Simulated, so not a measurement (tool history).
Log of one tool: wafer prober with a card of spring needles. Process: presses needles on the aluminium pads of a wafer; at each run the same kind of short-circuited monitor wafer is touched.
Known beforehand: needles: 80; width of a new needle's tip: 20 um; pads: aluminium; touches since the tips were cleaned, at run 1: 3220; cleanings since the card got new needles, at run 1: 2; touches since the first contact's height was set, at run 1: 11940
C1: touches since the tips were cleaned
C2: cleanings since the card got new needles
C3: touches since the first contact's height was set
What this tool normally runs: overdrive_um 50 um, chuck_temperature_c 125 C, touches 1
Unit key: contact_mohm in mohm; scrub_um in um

run 1 hour=0.0 | overdrive_um=50 chuck_temperature_c=125 touches=1 | C1=3220 C2=2 C3=11940 | contact_mohm=410 scrub_um=9.16
-- hour=3.3 tips cleaned on abrasive film
run 2 hour=8.5 | overdrive_um=50 chuck_temperature_c=125 touches=1 | C1=2183 C2=3 C3=15484 | contact_mohm=392 scrub_um=9.15
-- hour=13.9 tips cleaned on abrasive film
run 3 hour=13.9 | overdrive_um=50 chuck_temperature_c=125 touches=1 | C1=0 C2=4 C3=17745 | contact_mohm=271 scrub_um=9.09
run 4 hour=23.2 | overdrive_um=50 chuck_temperature_c=125 touches=1 | C1=3928 C2=4 C3=21673 | contact_mohm=412 scrub_um=9.15
-- hour=24.4 tips cleaned on abrasive film
run 5 hour=28.2 | overdrive_um=50 chuck_temperature_c=125 touches=1 | C1=1618 C2=5 C3=23726 | contact_mohm=377 scrub_um=9.11
-- hour=35.0 tips cleaned on abrasive film
run 6 hour=36.9 | overdrive_um=50 chuck_temperature_c=125 touches=1 | C1=789 C2=6 C3=27360 | contact_mohm=332 scrub_um=9.06
run 7 hour=43.4 | overdrive_um=50 chuck_temperature_c=125 touches=1 | C1=3563 C2=6 C3=30134 | contact_mohm=412 scrub_um=9.08
-- hour=45.5 tips cleaned on abrasive film
run 8 hour=47.7 | overdrive_um=50 chuck_temperature_c=125 touches=1 | C1=933 C2=7 C3=31901 | contact_mohm=341 scrub_um=9.09
run 9 hour=54.5 | overdrive_um=45 chuck_temperature_c=125 touches=1 | C1=3791 C2=7 C3=34759 | contact_mohm=447 scrub_um=8.17
-- hour=56.1 tips cleaned on abrasive film
run 10 hour=59.0 | overdrive_um=50 chuck_temperature_c=125 touches=1 | C1=1200 C2=8 C3=36619 | contact_mohm=357 scrub_um=9.07
run 11 hour=63.4 | overdrive_um=50 chuck_temperature_c=125 touches=1 | C1=3081 C2=8 C3=38500 | contact_mohm=407 scrub_um=9.05
-- hour=66.9 tips cleaned on abrasive film
run 12 hour=71.2 | overdrive_um=50 chuck_temperature_c=125 touches=1 | C1=1846 C2=9 C3=41755 | contact_mohm=389 scrub_um=9.06
-- hour=77.4 tips cleaned on abrasive film
run 13 hour=79.5 | overdrive_um=50 chuck_temperature_c=125 touches=2 | C1=890 C2=10 C3=45215 | contact_mohm=305 scrub_um=9.05
run 14 hour=85.2 | overdrive_um=50 chuck_temperature_c=125 touches=2 | C1=3317 C2=10 C3=47642 | contact_mohm=354 scrub_um=9.10
-- hour=88.3 tips cleaned on abrasive film
run 15 hour=91.4 | overdrive_um=50 chuck_temperature_c=125 touches=2 | C1=1320 C2=11 C3=50191 | contact_mohm=318 scrub_um=9.03
run 16 hour=96.1 | overdrive_um=50 chuck_temperature_c=39 touches=1 | C1=3327 C2=11 C3=52198 | contact_mohm=415 scrub_um=9.00
-- hour=99.4 tips cleaned on abrasive film
run 17 hour=105.7 | overdrive_um=50 chuck_temperature_c=125 touches=2 | C1=2688 C2=12 C3=56210 | contact_mohm=347 scrub_um=9.02
-- hour=110.5 tips cleaned on abrasive film
run 18 hour=114.8 | overdrive_um=50 chuck_temperature_c=125 touches=2 | C1=1838 C2=13 C3=60011 | contact_mohm=338 scrub_um=9.00
run 19 hour=120.6 | overdrive_um=50 chuck_temperature_c=125 touches=2 | C1=4268 C2=13 C3=62441 | contact_mohm=359 scrub_um=9.01
-- hour=121.1 tips cleaned on abrasive film
run 20 hour=125.7 | overdrive_um=50 chuck_temperature_c=103 touches=3 | C1=1954 C2=14 C3=64579 | contact_mohm=303 scrub_um=8.96
-- hour=131.5 tips cleaned on abrasive film
run 21 hour=132.5 | overdrive_um=50 chuck_temperature_c=103 touches=3 | C1=432 C2=15 C3=67413 | contact_mohm=272 scrub_um=8.98
run 22 hour=138.6 | overdrive_um=50 chuck_temperature_c=101 touches=1 | C1=3016 C2=15 C3=69997 | contact_mohm=416 scrub_um=9.00
-- hour=141.9 tips cleaned on abrasive film
run 23 hour=145.4 | overdrive_um=50 chuck_temperature_c=46 touches=1 | C1=1464 C2=16 C3=72815 | contact_mohm=372 scrub_um=8.96
run 24 hour=150.4 | overdrive_um=50 chuck_temperature_c=46 touches=1 | C1=3591 C2=16 C3=74942 | contact_mohm=425 scrub_um=8.95
-- hour=152.3 tips cleaned on abrasive film
run 25 hour=160.1 | overdrive_um=50 chuck_temperature_c=35 touches=1 | C1=3268 C2=17 C3=78975 | contact_mohm=410 scrub_um=8.93
-- hour=163.1 tips cleaned on abrasive film
run 26 hour=165.5 | overdrive_um=31 chuck_temperature_c=125 touches=1 | C1=994 C2=18 C3=81213 | contact_mohm=518 scrub_um=5.41
run 27 hour=172.0 | overdrive_um=41 chuck_temperature_c=30 touches=2 | C1=3747 C2=18 C3=83966 | contact_mohm=410 scrub_um=7.29
-- hour=174.0 tips cleaned on abrasive film
run 28 hour=180.0 | overdrive_um=50 chuck_temperature_c=125 touches=1 | C1=2561 C2=19 C3=87333 | contact_mohm=416 scrub_um=8.92
-- hour=184.4 tips cleaned on abrasive film
run 29 hour=188.0 | overdrive_um=50 chuck_temperature_c=125 touches=1 | C1=1517 C2=20 C3=90644 | contact_mohm=375 scrub_um=8.94
-- hour=194.8 height of the first contact set anew
-- hour=195.7 tips cleaned on abrasive film
run 30 hour=197.3 | overdrive_um=65 chuck_temperature_c=55 touches=1 | C1=660 C2=21 C3=990 | contact_mohm=289 scrub_um=11.90
run 31 hour=201.4 | overdrive_um=50 chuck_temperature_c=45 touches=2 | C1=2423 C2=21 C3=2753 | contact_mohm=330 scrub_um=9.16
-- hour=206.3 tips cleaned on abrasive film
run 32 hour=210.8 | overdrive_um=36 chuck_temperature_c=86 touches=1 | C1=1899 C2=22 C3=6689 | contact_mohm=516 scrub_um=6.56
-- hour=217.0 tips cleaned on abrasive film
run 33 hour=218.2 | overdrive_um=31 chuck_temperature_c=41 touches=2 | C1=488 C2=23 C3=9743 | contact_mohm=350 scrub_um=5.64
run 34 hour=226.0 | overdrive_um=31 chuck_temperature_c=41 touches=2 | C1=3787 C2=23 C3=13042 | contact_mohm=524 scrub_um=5.64
-- hour=227.5 tips cleaned on abrasive film
run 35 hour=230.8 | overdrive_um=39 chuck_temperature_c=41 touches=3 | C1=1409 C2=24 C3=15037 | contact_mohm=314 scrub_um=7.11

Below, some changes in contact_mohm between adjacent runs. For each, the amount present without the hidden state too (settings, incoming material, random variation) and the amount remaining for the hidden state with gauge scatter not shared by both compared results:
Hidden state present: debris on the tips, nm; way that the needles fall short of the set height, um; tips' diameter, um; drift of the gauge itself on contact_mohm, %; drift of the gauge itself on scrub_um, %.
Run 31 -> 32: overdrive_um 50 -> 36, chuck_temperature_c 45 -> 86, touches 2 -> 1, tips cleaned on abrasive film. contact_mohm +186 mohm: hidden state +166, all else +20.
Run 33 -> 34: no setting changed, nothing entered. contact_mohm +174 mohm: hidden state +171, all else +3.
Run 34 -> 35: overdrive_um 31 -> 39, touches 2 -> 3, tips cleaned on abrasive film. contact_mohm -210 mohm: hidden state -202, all else -8.
